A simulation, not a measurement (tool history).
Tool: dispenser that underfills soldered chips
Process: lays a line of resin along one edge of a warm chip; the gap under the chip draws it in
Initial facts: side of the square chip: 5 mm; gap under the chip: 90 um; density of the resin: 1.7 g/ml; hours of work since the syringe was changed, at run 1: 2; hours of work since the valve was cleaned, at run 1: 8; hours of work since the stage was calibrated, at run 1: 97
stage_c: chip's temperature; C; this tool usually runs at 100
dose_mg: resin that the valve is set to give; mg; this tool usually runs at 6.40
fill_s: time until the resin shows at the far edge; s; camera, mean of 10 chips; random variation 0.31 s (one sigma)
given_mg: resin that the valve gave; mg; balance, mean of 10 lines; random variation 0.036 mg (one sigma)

| run | hour | stage_c | dose_mg | hours of work since the syringe was changed | hours of work since the valve was cleaned | hours of work since the stage was calibrated | fill_s | given_mg |
|---|---|---|---|---|---|---|---|---|
| 1 | 0.0 | 100 | 6.40 | 2 | 8 | 97 | 6.8 | 6.32 |
| 2 | 4.4 | 100 | 6.40 | 5 | 10 | 100 | 8.2 | 6.35 |
| 3 | 7.9 | 100 | 6.63 | 7 | 13 | 102 | 9.9 | 6.64 |
|  | 10.0 | new syringe of resin |
| 4 | 13.0 | 100 | 6.40 | 2 | 16 | 105 | 6.4 | 6.30 |
| 5 | 15.9 | 100 | 6.40 | 4 | 18 | 107 | 7.6 | 6.26 |
| 6 | 18.8 | 114 | 6.40 | 6 | 20 | 109 | 6.7 | 6.32 |
|  | 22.4 | new syringe of resin |
| 7 | 22.7 | 114 | 6.40 | 0 | 22 | 112 | 4.9 | 6.28 |
| 8 | 28.6 | 114 | 6.40 | 4 | 26 | 116 | 6.0 | 6.23 |
| 9 | 31.2 | 114 | 6.40 | 6 | 28 | 117 | 6.3 | 6.23 |
|  | 34.8 | new syringe of resin |
| 10 | 34.8 | 100 | 5.68 | 0 | 30 | 120 | 6.5 | 5.54 |
| 11 | 40.8 | 100 | 5.68 | 4 | 34 | 124 | 7.8 | 5.51 |
| 12 | 46.5 | 100 | 5.68 | 8 | 38 | 128 | 10.4 | 5.46 |
|  | 47.0 | new syringe of resin |
| 13 | 49.8 | 100 | 6.40 | 2 | 40 | 130 | 7.1 | 6.24 |
| 14 | 55.5 | 100 | 6.40 | 6 | 44 | 133 | 9.1 | 6.20 |
|  | 59.4 | new syringe of resin |
| 15 | 59.4 | 100 | 6.40 | 0 | 47 | 136 | 6.6 | 6.10 |
| 16 | 64.8 | 100 | 6.40 | 4 | 50 | 139 | 8.0 | 6.10 |
| 17 | 69.4 | 102 | 7.37 | 7 | 53 | 143 | 8.8 | 7.07 |
|  | 71.7 | new syringe of resin |
| 18 | 73.1 | 102 | 5.76 | 1 | 56 | 145 | 7.1 | 5.49 |
| 19 | 75.9 | 87 | 6.40 | 3 | 57 | 147 | 10.8 | 6.14 |
| 20 | 79.2 | 99 | 7.55 | 5 | 60 | 149 | 8.6 | 7.20 |
|  | 84.2 | new syringe of resin |
| 21 | 85.3 | 99 | 6.20 | 1 | 64 | 153 | 7.0 | 5.87 |
| 22 | 88.4 | 85 | 5.49 | 3 | 66 | 155 | 12.3 | 5.26 |
| 23 | 91.2 | 112 | 8.04 | 5 | 68 | 157 | 5.7 | 7.61 |
| 24 | 94.0 | 87 | 6.76 | 7 | 69 | 159 | 13.8 | 6.36 |
|  | 96.3 | new syringe of resin |
|  | 97.8 | dispensing valve cleaned and set on the balance |
| 25 | 97.8 | 91 | 5.97 | 0 | 0 | 160 | 8.2 | 6.03 |
| 26 | 103.4 | 100 | 6.99 | 4 | 4 | 164 | 8.3 | 7.00 |
| 27 | 106.4 | 100 | 6.99 | 6 | 6 | 166 | 10.0 | 6.94 |
|  | 109.6 | new syringe of resin |
| 28 | 111.0 | 110 | 5.53 | 1 | 9 | 169 | 4.6 | 5.50 |
| 29 | 116.1 | 110 | 5.53 | 4 | 12 | 173 | 6.4 | 5.46 |

Predict each of these 5 candidate next runs independently; none follows another, all start after run 29:
| A | 120.8 | 115 | 6.40 | 8 | 15 | 176 | ? | ? |
| B | 120.8 | 90 | 5.53 | 8 | 15 | 176 | ? | ? |
| C | 120.8 | 110 | 6.75 | 8 | 15 | 176 | ? | ? |
| D | 120.8 | 114 | 5.58 | 8 | 15 | 176 | ? | ? |
| E | 120.8 | 105 | 6.40 | 8 | 15 | 176 | ? | ? |

| run | fill_s | given_mg |
|---|---|---|
| A | 6.9 | 6.36 |
| B | 14.0 | 5.47 |
| C | 7.9 | 6.69 |
| D | 7.4 | 5.50 |
| E | 8.6 | 6.30 |
What these runs would have given with no unlogged condition in the tool:
| run | fill_s | given_mg |
|---|---|---|
| A | 4.3 | 6.44 |
| B | 8.6 | 5.54 |
| C | 5.0 | 6.78 |
| D | 4.6 | 5.57 |
| E | 5.1 | 6.38 |

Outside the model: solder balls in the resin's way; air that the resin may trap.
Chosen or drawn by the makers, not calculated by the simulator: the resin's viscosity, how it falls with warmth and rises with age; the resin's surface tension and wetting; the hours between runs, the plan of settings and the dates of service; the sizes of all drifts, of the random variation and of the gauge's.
